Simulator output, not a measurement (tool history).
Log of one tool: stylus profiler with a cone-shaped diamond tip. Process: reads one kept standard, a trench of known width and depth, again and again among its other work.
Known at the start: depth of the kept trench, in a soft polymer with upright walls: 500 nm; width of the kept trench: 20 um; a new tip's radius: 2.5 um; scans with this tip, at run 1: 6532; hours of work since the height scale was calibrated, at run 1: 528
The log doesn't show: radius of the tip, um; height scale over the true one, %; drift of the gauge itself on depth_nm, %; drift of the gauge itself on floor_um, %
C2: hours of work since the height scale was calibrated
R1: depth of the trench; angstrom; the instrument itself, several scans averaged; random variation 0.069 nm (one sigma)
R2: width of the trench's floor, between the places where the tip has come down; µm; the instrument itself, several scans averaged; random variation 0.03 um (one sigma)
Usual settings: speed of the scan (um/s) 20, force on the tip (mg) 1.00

{"run": 1, "hour": 0.0, "speed of the scan (um/s)": 20, "force on the tip (mg)": 1.0, "scans with this tip": 6532, "C2": 528, "R1": 5012.5, "R2": 16.47}
{"run": 2, "hour": 80.5, "speed of the scan (um/s)": 20, "force on the tip (mg)": 1.0, "scans with this tip": 6986, "C2": 564, "R1": 5012.3, "R2": 16.5}
{"run": 3, "hour": 147.9, "speed of the scan (um/s)": 20, "force on the tip (mg)": 1.0, "scans with this tip": 7365, "C2": 595, "R1": 5011.3, "R2": 16.47}
{"run": 4, "hour": 215.8, "speed of the scan (um/s)": 54, "force on the tip (mg)": 1.0, "scans with this tip": 7747, "C2": 626, "R1": 5011.1, "R2": 16.27}
{"run": 5, "hour": 292.1, "speed of the scan (um/s)": 62, "force on the tip (mg)": 1.0, "scans with this tip": 8178, "C2": 661, "R1": 5010.0, "R2": 16.35}
{"run": 6, "hour": 366.9, "speed of the scan (um/s)": 62, "force on the tip (mg)": 1.0, "scans with this tip": 8599, "C2": 695, "R1": 5009.8, "R2": 16.29}
{"run": 7, "hour": 439.6, "speed of the scan (um/s)": 62, "force on the tip (mg)": 1.0, "scans with this tip": 9008, "C2": 728, "R1": 5011.5, "R2": 16.24}
{"run": 8, "hour": 491.2, "speed of the scan (um/s)": 20, "force on the tip (mg)": 2.48, "scans with this tip": 9299, "C2": 751, "R1": 5026.2, "R2": 16.38}
{"run": 9, "hour": 537.5, "speed of the scan (um/s)": 20, "force on the tip (mg)": 2.48, "scans with this tip": 9559, "C2": 772, "R1": 5025.5, "R2": 16.35}
{"run": 10, "hour": 601.4, "speed of the scan (um/s)": 20, "force on the tip (mg)": 0.64, "scans with this tip": 9920, "C2": 801, "R1": 5003.7, "R2": 16.31}
{"run": 11, "hour": 671.8, "speed of the scan (um/s)": 20, "force on the tip (mg)": 0.64, "scans with this tip": 10316, "C2": 833, "R1": 5001.5, "R2": 16.29}
{"run": 12, "hour": 724.4, "speed of the scan (um/s)": 20, "force on the tip (mg)": 0.64, "scans with this tip": 10612, "C2": 857, "R1": 5002.0, "R2": 16.26}
{"run": 13, "hour": 801.4, "speed of the scan (um/s)": 18, "force on the tip (mg)": 1.0, "scans with this tip": 11045, "C2": 892, "R1": 5008.3, "R2": 16.26}
{"run": 14, "hour": 876.8, "speed of the scan (um/s)": 18, "force on the tip (mg)": 1.0, "scans with this tip": 11470, "C2": 927, "R1": 5008.6, "R2": 16.23}
{"run": 15, "hour": 923.5, "speed of the scan (um/s)": 18, "force on the tip (mg)": 1.0, "scans with this tip": 11733, "C2": 948, "R1": 5007.0, "R2": 16.21}
{"run": 16, "hour": 987.6, "speed of the scan (um/s)": 6, "force on the tip (mg)": 1.0, "scans with this tip": 12094, "C2": 977, "R1": 5006.2, "R2": 16.21}
{"run": 17, "hour": 1041.6, "speed of the scan (um/s)": 20, "force on the tip (mg)": 1.36, "scans with this tip": 12398, "C2": 1002, "R1": 5011.8, "R2": 16.17}
{"run": 18, "hour": 1116.8, "speed of the scan (um/s)": 20, "force on the tip (mg)": 1.36, "scans with this tip": 12822, "C2": 1036, "R1": 5010.4, "R2": 16.12}
{"run": 19, "hour": 1164.0, "speed of the scan (um/s)": 20, "force on the tip (mg)": 1.36, "scans with this tip": 13088, "C2": 1057, "R1": 5010.8, "R2": 16.1}
{"run": 20, "hour": 1200.0, "speed of the scan (um/s)": 20, "force on the tip (mg)": 1.36, "scans with this tip": 13291, "C2": 1074, "R1": 5010.4, "R2": 16.07}
{"run": 21, "hour": 1236.9, "speed of the scan (um/s)": 20, "force on the tip (mg)": 1.36, "scans with this tip": 13499, "C2": 1090, "R1": 5009.6, "R2": 16.13}
{"run": 22, "hour": 1285.3, "speed of the scan (um/s)": 20, "force on the tip (mg)": 1.36, "scans with this tip": 13771, "C2": 1112, "R1": 5010.4, "R2": 16.14}
{"run": 23, "hour": 1330.3, "speed of the scan (um/s)": 20, "force on the tip (mg)": 0.43, "scans with this tip": 14024, "C2": 1133, "R1": 4995.9, "R2": 16.03}
{"run": 24, "hour": 1376.5, "speed of the scan (um/s)": 20, "force on the tip (mg)": 0.43, "scans with this tip": 14284, "C2": 1154, "R1": 4996.8, "R2": 16.07}
{"run": 25, "hour": 1423.8, "speed of the scan (um/s)": 25, "force on the tip (mg)": 1.73, "scans with this tip": 14551, "C2": 1175, "R1": 5014.1, "R2": 16.02}
{"run": 26, "hour": 1504.6, "speed of the scan (um/s)": 25, "force on the tip (mg)": 1.73, "scans with this tip": 15006, "C2": 1212, "R1": 5012.2, "R2": 15.95}
{"run": 27, "hour": 1581.3, "speed of the scan (um/s)": 15, "force on the tip (mg)": 1.68, "scans with this tip": 15438, "C2": 1247, "R1": 5012.3, "R2": 16.01}
{"run": 28, "hour": 1649.3, "speed of the scan (um/s)": 15, "force on the tip (mg)": 0.48, "scans with this tip": 15821, "C2": 1278, "R1": 4995.7, "R2": 15.97}
{"run": 29, "hour": 1722.5, "speed of the scan (um/s)": 37, "force on the tip (mg)": 0.38, "scans with this tip": 16233, "C2": 1311, "R1": 4993.8, "R2": 15.84}
{"run": 30, "hour": 1798.7, "speed of the scan (um/s)": 37, "force on the tip (mg)": 0.38, "scans with this tip": 16662, "C2": 1346, "R1": 4993.6, "R2": 15.83}
{"run": 31, "hour": 1869.8, "speed of the scan (um/s)": 12, "force on the tip (mg)": 0.38, "scans with this tip": 17063, "C2": 1378, "R1": 4993.2, "R2": 15.87}
{"run": 32, "hour": 1921.8, "speed of the scan (um/s)": 7, "force on the tip (mg)": 0.69, "scans with this tip": 17355, "C2": 1402, "R1": 4998.4, "R2": 15.88}
{"run": 33, "hour": 1999.0, "speed of the scan (um/s)": 7, "force on the tip (mg)": 0.69, "scans with this tip": 17791, "C2": 1437, "R1": 4997.6, "R2": 15.9}
{"run": 34, "hour": 2053.1, "speed of the scan (um/s)": 7, "force on the tip (mg)": 0.69, "scans with this tip": 18095, "C2": 1462, "R1": 4997.3, "R2": 15.89}
{"run": 35, "hour": 2123.2, "speed of the scan (um/s)": 7, "force on the tip (mg)": 0.69, "scans with this tip": 18490, "C2": 1494, "R1": 4995.7, "R2": 15.82}
{"hour": 2141.8, "done": "height scale calibrated on a step standard"}
{"run": 36, "hour": 2171.4, "speed of the scan (um/s)": 32, "force on the tip (mg)": 0.87, "scans with this tip": 18758, "C2": 13, "R1": 5020.0, "R2": 15.78}
{"run": 37, "hour": 2233.2, "speed of the scan (um/s)": 32, "force on the tip (mg)": 0.87, "scans with this tip": 19106, "C2": 42, "R1": 5019.2, "R2": 15.72}
{"run": 38, "hour": 2288.7, "speed of the scan (um/s)": 57, "force on the tip (mg)": 2.43, "scans with this tip": 19419, "C2": 67, "R1": 5037.2, "R2": 15.75}
{"run": 39, "hour": 2335.7, "speed of the scan (um/s)": 50, "force on the tip (mg)": 2.38, "scans with this tip": 19684, "C2": 88, "R1": 5036.5, "R2": 15.69}
{"run": 40, "hour": 2405.4, "speed of the scan (um/s)": 10, "force on the tip (mg)": 0.61, "scans with this tip": 20076, "C2": 120, "R1": 5014.5, "R2": 15.73}
{"run": 41, "hour": 2454.0, "speed of the scan (um/s)": 10, "force on the tip (mg)": 1.92, "scans with this tip": 20350, "C2": 142, "R1": 5030.3, "R2": 15.75}
{"run": 42, "hour": 2509.8, "speed of the scan (um/s)": 60, "force on the tip (mg)": 1.38, "scans with this tip": 20664, "C2": 167, "R1": 5024.0, "R2": 15.57}
{"run": 43, "hour": 2557.4, "speed of the scan (um/s)": 60, "force on the tip (mg)": 1.38, "scans with this tip": 20932, "C2": 189, "R1": 5024.8, "R2": 15.54}
{"run": 44, "hour": 2590.0, "speed of the scan (um/s)": 59, "force on the tip (mg)": 0.84, "scans with this tip": 21116, "C2": 204, "R1": 5017.6, "R2": 15.52}
{"hour": 2603.2, "done": "new tip fitted, height scale calibrated"}
{"run": 45, "hour": 2633.5, "speed of the scan (um/s)": 20, "force on the tip (mg)": 2.09, "scans with this tip": 170, "C2": 14, "R1": 5031.1, "R2": 16.98}
{"run": 46, "hour": 2690.7, "speed of the scan (um/s)": 6, "force on the tip (mg)": 2.89, "scans with this tip": 492, "C2": 40, "R1": 5039.2, "R2": 16.9}

Forecast each of these 4 alternatives for the next run:
{"run": "A", "hour": 2744.9, "speed of the scan (um/s)": 10, "force on the tip (mg)": 2.89, "scans with this tip": 798, "C2": 64, "R1": "?", "R2": "?"}
{"run": "B", "hour": 2744.9, "speed of the scan (um/s)": 38, "force on the tip (mg)": 0.67, "scans with this tip": 798, "C2": 64, "R1": "?", "R2": "?"}
{"run": "C", "hour": 2744.9, "speed of the scan (um/s)": 20, "force on the tip (mg)": 0.78, "scans with this tip": 798, "C2": 64, "R1": "?", "R2": "?"}
{"run": "D", "hour": 2744.9, "speed of the scan (um/s)": 13, "force on the tip (mg)": 0.39, "scans with this tip": 798, "C2": 64, "R1": "?", "R2": "?"}

run=A R1=5038.7 R2=16.96
run=B R1=5014.6 R2=16.82
run=C R1=5015.2 R2=16.87
run=D R1=5010.2 R2=16.86
Without the tool's hidden state the same runs would have given:
run=A R1=5039.5 R2=16.99
run=B R1=5015.4 R2=16.86
run=C R1=5016.0 R2=16.90
run=D R1=5011.0 R2=16.90
